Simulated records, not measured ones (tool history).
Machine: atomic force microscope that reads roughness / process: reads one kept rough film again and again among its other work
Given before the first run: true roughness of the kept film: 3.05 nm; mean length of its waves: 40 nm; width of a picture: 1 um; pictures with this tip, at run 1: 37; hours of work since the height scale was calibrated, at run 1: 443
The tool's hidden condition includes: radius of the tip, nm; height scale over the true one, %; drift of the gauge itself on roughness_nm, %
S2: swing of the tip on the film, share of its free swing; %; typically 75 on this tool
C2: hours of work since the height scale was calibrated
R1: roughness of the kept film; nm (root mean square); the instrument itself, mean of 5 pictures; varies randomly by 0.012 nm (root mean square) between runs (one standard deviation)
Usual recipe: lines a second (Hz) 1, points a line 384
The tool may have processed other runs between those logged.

{"run": 1, "day": 0.0, "lines a second (Hz)": 1, "S2": 75, "points a line": 384, "pictures with this tip": 37, "C2": 443, "R1": 2.795}
{"run": 2, "day": 1.117, "lines a second (Hz)": 1, "S2": 75, "points a line": 384, "pictures with this tip": 82, "C2": 458, "R1": 2.8}
{"run": 3, "day": 1.929, "lines a second (Hz)": 1, "S2": 75, "points a line": 384, "pictures with this tip": 115, "C2": 469, "R1": 2.804}
{"run": 4, "day": 2.767, "lines a second (Hz)": 1, "S2": 75, "points a line": 384, "pictures with this tip": 150, "C2": 480, "R1": 2.803}
{"day": 3.683, "done": "new tip fitted"}
{"run": 5, "day": 3.825, "lines a second (Hz)": 1, "S2": 75, "points a line": 384, "pictures with this tip": 6, "C2": 495, "R1": 2.791}
{"run": 6, "day": 5.05, "lines a second (Hz)": 1, "S2": 75, "points a line": 384, "pictures with this tip": 56, "C2": 511, "R1": 2.808}
{"run": 7, "day": 6.125, "lines a second (Hz)": 0.52, "S2": 75, "points a line": 384, "pictures with this tip": 100, "C2": 526, "R1": 2.869}
{"run": 8, "day": 6.783, "lines a second (Hz)": 1, "S2": 75, "points a line": 384, "pictures with this tip": 127, "C2": 535, "R1": 2.796}
{"run": 9, "day": 7.371, "lines a second (Hz)": 1, "S2": 75, "points a line": 384, "pictures with this tip": 151, "C2": 543, "R1": 2.799}
{"day": 8.267, "done": "new tip fitted"}
{"run": 10, "day": 8.433, "lines a second (Hz)": 1, "S2": 68, "points a line": 384, "pictures with this tip": 7, "C2": 557, "R1": 2.837}
{"run": 11, "day": 9.721, "lines a second (Hz)": 1, "S2": 68, "points a line": 270, "pictures with this tip": 60, "C2": 575, "R1": 2.822}
{"run": 12, "day": 10.65, "lines a second (Hz)": 3.38, "S2": 75, "points a line": 384, "pictures with this tip": 98, "C2": 587, "R1": 2.528}
{"run": 13, "day": 11.675, "lines a second (Hz)": 3.38, "S2": 75, "points a line": 384, "pictures with this tip": 139, "C2": 601, "R1": 2.563}
{"run": 14, "day": 12.488, "lines a second (Hz)": 3.38, "S2": 58, "points a line": 384, "pictures with this tip": 173, "C2": 612, "R1": 2.772}
{"day": 12.825, "done": "new tip fitted"}
{"run": 15, "day": 13.442, "lines a second (Hz)": 1.6, "S2": 58, "points a line": 384, "pictures with this tip": 25, "C2": 625, "R1": 2.851}
{"run": 16, "day": 14.492, "lines a second (Hz)": 1, "S2": 75, "points a line": 567, "pictures with this tip": 68, "C2": 639, "R1": 2.813}
{"run": 17, "day": 15.067, "lines a second (Hz)": 1, "S2": 75, "points a line": 567, "pictures with this tip": 91, "C2": 647, "R1": 2.797}
{"run": 18, "day": 15.654, "lines a second (Hz)": 2.85, "S2": 75, "points a line": 384, "pictures with this tip": 116, "C2": 655, "R1": 2.585}
{"run": 19, "day": 16.608, "lines a second (Hz)": 2.85, "S2": 75, "points a line": 384, "pictures with this tip": 154, "C2": 668, "R1": 2.579}
{"day": 17.454, "done": "new tip fitted"}
{"run": 20, "day": 17.862, "lines a second (Hz)": 2.85, "S2": 75, "points a line": 384, "pictures with this tip": 17, "C2": 685, "R1": 2.605}
{"run": 21, "day": 18.808, "lines a second (Hz)": 1, "S2": 75, "points a line": 550, "pictures with this tip": 56, "C2": 698, "R1": 2.801}
{"run": 22, "day": 19.45, "lines a second (Hz)": 1, "S2": 75, "points a line": 550, "pictures with this tip": 82, "C2": 707, "R1": 2.798}
{"run": 23, "day": 20.075, "lines a second (Hz)": 1, "S2": 75, "points a line": 550, "pictures with this tip": 107, "C2": 715, "R1": 2.801}
{"run": 24, "day": 20.792, "lines a second (Hz)": 1, "S2": 75, "points a line": 550, "pictures with this tip": 137, "C2": 725, "R1": 2.821}
{"day": 22.008, "done": "new tip fitted"}
{"run": 25, "day": 22.008, "lines a second (Hz)": 1, "S2": 78, "points a line": 384, "pictures with this tip": 0, "C2": 741, "R1": 2.769}
{"run": 26, "day": 23.2, "lines a second (Hz)": 1, "S2": 65, "points a line": 384, "pictures with this tip": 48, "C2": 758, "R1": 2.863}
{"run": 27, "day": 23.888, "lines a second (Hz)": 1, "S2": 75, "points a line": 384, "pictures with this tip": 77, "C2": 767, "R1": 2.791}
{"run": 28, "day": 25.208, "lines a second (Hz)": 1, "S2": 75, "points a line": 409, "pictures with this tip": 131, "C2": 785, "R1": 2.797}
{"run": 29, "day": 25.754, "lines a second (Hz)": 0.6, "S2": 66, "points a line": 594, "pictures with this tip": 153, "C2": 792, "R1": 2.886}
{"day": 26.571, "done": "new tip fitted"}
{"run": 30, "day": 26.817, "lines a second (Hz)": 1.58, "S2": 77, "points a line": 364, "pictures with this tip": 10, "C2": 807, "R1": 2.712}
{"run": 31, "day": 27.404, "lines a second (Hz)": 1.58, "S2": 77, "points a line": 364, "pictures with this tip": 34, "C2": 815, "R1": 2.703}
{"run": 32, "day": 28.271, "lines a second (Hz)": 1.58, "S2": 77, "points a line": 364, "pictures with this tip": 69, "C2": 826, "R1": 2.705}
{"run": 33, "day": 29.238, "lines a second (Hz)": 2.27, "S2": 79, "points a line": 384, "pictures with this tip": 109, "C2": 840, "R1": 2.588}
{"run": 34, "day": 30.146, "lines a second (Hz)": 2.27, "S2": 79, "points a line": 384, "pictures with this tip": 146, "C2": 852, "R1": 2.573}
{"day": 31.129, "done": "new tip fitted"}
{"run": 35, "day": 31.475, "lines a second (Hz)": 2.27, "S2": 79, "points a line": 384, "pictures with this tip": 14, "C2": 870, "R1": 2.592}
{"run": 36, "day": 32.629, "lines a second (Hz)": 1.26, "S2": 83, "points a line": 296, "pictures with this tip": 61, "C2": 886, "R1": 2.682}
{"run": 37, "day": 33.45, "lines a second (Hz)": 1, "S2": 59, "points a line": 296, "pictures with this tip": 95, "C2": 897, "R1": 2.872}
{"run": 38, "day": 34.338, "lines a second (Hz)": 1.83, "S2": 60, "points a line": 296, "pictures with this tip": 131, "C2": 909, "R1": 2.795}
{"run": 39, "day": 35.442, "lines a second (Hz)": 1.83, "S2": 60, "points a line": 296, "pictures with this tip": 177, "C2": 924, "R1": 2.824}
{"day": 35.679, "done": "new tip fitted"}
{"run": 40, "day": 36.504, "lines a second (Hz)": 0.76, "S2": 60, "points a line": 296, "pictures with this tip": 34, "C2": 938, "R1": 2.88}
{"run": 41, "day": 37.696, "lines a second (Hz)": 0.76, "S2": 60, "points a line": 296, "pictures with this tip": 83, "C2": 954, "R1": 2.849}
{"run": 42, "day": 38.888, "lines a second (Hz)": 1, "S2": 56, "points a line": 340, "pictures with this tip": 132, "C2": 971, "R1": 2.881}
{"run": 43, "day": 40.046, "lines a second (Hz)": 1, "S2": 56, "points a line": 340, "pictures with this tip": 179, "C2": 986, "R1": 2.869}
{"day": 40.308, "done": "new tip fitted"}
{"run": 44, "day": 40.767, "lines a second (Hz)": 1, "S2": 69, "points a line": 380, "pictures with this tip": 19, "C2": 996, "R1": 2.831}
{"run": 45, "day": 41.3, "lines a second (Hz)": 3.99, "S2": 75, "points a line": 384, "pictures with this tip": 40, "C2": 1003, "R1": 2.483}
{"run": 46, "day": 41.908, "lines a second (Hz)": 1, "S2": 75, "points a line": 749, "pictures with this tip": 65, "C2": 1011, "R1": 2.822}
{"run": 47, "day": 43.108, "lines a second (Hz)": 1, "S2": 75, "points a line": 749, "pictures with this tip": 114, "C2": 1028, "R1": 2.823}
{"run": 48, "day": 43.808, "lines a second (Hz)": 2.29, "S2": 75, "points a line": 384, "pictures with this tip": 143, "C2": 1037, "R1": 2.653}
{"run": 49, "day": 44.421, "lines a second (Hz)": 1.91, "S2": 75, "points a line": 499, "pictures with this tip": 168, "C2": 1046, "R1": 2.686}
{"day": 44.85, "done": "new tip fitted"}
{"run": 50, "day": 45.675, "lines a second (Hz)": 0.72, "S2": 74, "points a line": 508, "pictures with this tip": 34, "C2": 1063, "R1": 2.854}
{"run": 51, "day": 46.629, "lines a second (Hz)": 1, "S2": 82, "points a line": 450, "pictures with this tip": 73, "C2": 1076, "R1": 2.736}
{"run": 52, "day": 47.271, "lines a second (Hz)": 1, "S2": 82, "points a line": 450, "pictures with this tip": 99, "C2": 1084, "R1": 2.757}
{"run": 53, "day": 48.154, "lines a second (Hz)": 1, "S2": 82, "points a line": 450, "pictures with this tip": 135, "C2": 1096, "R1": 2.74}

Hidden state at the last listed run before each entry between runs and at the first one after, where it differs:
In the gap between runs 4 and 5: new tip fitted (day 3.683)
  radius of the tip, nm: 5.3 -> 5
In the gap between runs 9 and 10: new tip fitted (day 8.267)
  radius of the tip, nm: 5.3 -> 5
In the gap between runs 14 and 15: new tip fitted (day 12.825)
  radius of the tip, nm: 5.3 -> 5
In the gap between runs 19 and 20: new tip fitted (day 17.454)
  radius of the tip, nm: 5.2 -> 5
In the gap between runs 24 and 25: new tip fitted (day 22.008)
  radius of the tip, nm: 5.2 -> 5; height scale over the true one, %: -0.05 -> -0.06
In the gap between runs 29 and 30: new tip fitted (day 26.571)
  radius of the tip, nm: 5.3 -> 5
In the gap between runs 34 and 35: new tip fitted (day 31.129)
  radius of the tip, nm: 5.2 -> 5; height scale over the true one, %: -0.06 -> -0.07
In the gap between runs 39 and 40: new tip fitted (day 35.679)
  radius of the tip, nm: 5.3 -> 5.1
In the gap between runs 43 and 44: new tip fitted (day 40.308)
  radius of the tip, nm: 5.3 -> 5
In the gap between runs 49 and 50: new tip fitted (day 44.85)
  radius of the tip, nm: 5.3 -> 5.1
